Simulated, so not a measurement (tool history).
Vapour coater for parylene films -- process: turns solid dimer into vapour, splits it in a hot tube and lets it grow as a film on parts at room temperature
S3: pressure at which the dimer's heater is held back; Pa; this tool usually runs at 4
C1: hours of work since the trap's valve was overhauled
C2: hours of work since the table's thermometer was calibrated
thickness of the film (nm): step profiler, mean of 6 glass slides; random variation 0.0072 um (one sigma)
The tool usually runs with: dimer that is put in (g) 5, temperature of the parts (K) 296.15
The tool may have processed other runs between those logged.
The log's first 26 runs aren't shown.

{"run": 27, "hour": 1054.8, "dimer that is put in (g)": 4, "temperature of the parts (K)": 296.15, "S3": 2.86, "C1": 137, "C2": 709, "thickness of the film (nm)": 900}
{"run": 28, "hour": 1101.5, "dimer that is put in (g)": 4, "temperature of the parts (K)": 296.15, "S3": 2.86, "C1": 172, "C2": 744, "thickness of the film (nm)": 885}
{"run": 29, "hour": 1137.9, "dimer that is put in (g)": 4, "temperature of the parts (K)": 294.15, "S3": 3.35, "C1": 200, "C2": 772, "thickness of the film (nm)": 906}
{"run": 30, "hour": 1190.3, "dimer that is put in (g)": 7, "temperature of the parts (K)": 296.15, "S3": 2.17, "C1": 239, "C2": 811, "thickness of the film (nm)": 1620}
{"run": 31, "hour": 1217.9, "dimer that is put in (g)": 2, "temperature of the parts (K)": 295.15, "S3": 5.39, "C1": 260, "C2": 832, "thickness of the film (nm)": 392}
{"run": 32, "hour": 1270.4, "dimer that is put in (g)": 2, "temperature of the parts (K)": 295.15, "S3": 5.39, "C1": 299, "C2": 871, "thickness of the film (nm)": 378}
{"run": 33, "hour": 1308.7, "dimer that is put in (g)": 2, "temperature of the parts (K)": 295.15, "S3": 5.39, "C1": 328, "C2": 900, "thickness of the film (nm)": 377}
{"run": 34, "hour": 1361.7, "dimer that is put in (g)": 6, "temperature of the parts (K)": 296.15, "S3": 2.63, "C1": 367, "C2": 939, "thickness of the film (nm)": 1291}
{"run": 35, "hour": 1407.6, "dimer that is put in (g)": 3, "temperature of the parts (K)": 296.15, "S3": 2.76, "C1": 402, "C2": 974, "thickness of the film (nm)": 643}
{"run": 36, "hour": 1435.9, "dimer that is put in (g)": 3, "temperature of the parts (K)": 296.15, "S3": 2.76, "C1": 423, "C2": 995, "thickness of the film (nm)": 635}
{"run": 37, "hour": 1470.0, "dimer that is put in (g)": 5, "temperature of the parts (K)": 295.15, "S3": 4, "C1": 448, "C2": 1020, "thickness of the film (nm)": 979}
{"run": 38, "hour": 1512.0, "dimer that is put in (g)": 5, "temperature of the parts (K)": 294.15, "S3": 4, "C1": 480, "C2": 1052, "thickness of the film (nm)": 990}
{"run": 39, "hour": 1535.1, "dimer that is put in (g)": 5, "temperature of the parts (K)": 294.15, "S3": 4, "C1": 497, "C2": 1069, "thickness of the film (nm)": 1003}
{"run": 40, "hour": 1560.6, "dimer that is put in (g)": 4, "temperature of the parts (K)": 296.15, "S3": 3.5, "C1": 516, "C2": 1088, "thickness of the film (nm)": 767}
{"hour": 1588.2, "done": "trap's valve overhauled"}
{"run": 41, "hour": 1594.9, "dimer that is put in (g)": 4, "temperature of the parts (K)": 299.15, "S3": 3.5, "C1": 5, "C2": 1111, "thickness of the film (nm)": 837}

3 options for the next run, each taken on its own from the tool as it stands now. Forecast them:
{"run": "A", "hour": 1641.8, "dimer that is put in (g)": 3, "temperature of the parts (K)": 295.15, "S3": 3.5, "C1": 40, "C2": 1146, "thickness of the film (nm)": "?"}
{"run": "B", "hour": 1641.8, "dimer that is put in (g)": 5, "temperature of the parts (K)": 305.15, "S3": 2.83, "C1": 40, "C2": 1146, "thickness of the film (nm)": "?"}
{"run": "C", "hour": 1641.8, "dimer that is put in (g)": 5, "temperature of the parts (K)": 296.15, "S3": 8.56, "C1": 40, "C2": 1146, "thickness of the film (nm)": "?"}

run=A thickness_of_the_film_(nm)=688
run=B thickness_of_the_film_(nm)=947
run=C thickness_of_the_film_(nm)=932
With the hidden condition removed and each run's random variation left untouched, the same runs would have given:
run=A thickness_of_the_film_(nm)=684
run=B thickness_of_the_film_(nm)=942
run=C thickness_of_the_film_(nm)=927

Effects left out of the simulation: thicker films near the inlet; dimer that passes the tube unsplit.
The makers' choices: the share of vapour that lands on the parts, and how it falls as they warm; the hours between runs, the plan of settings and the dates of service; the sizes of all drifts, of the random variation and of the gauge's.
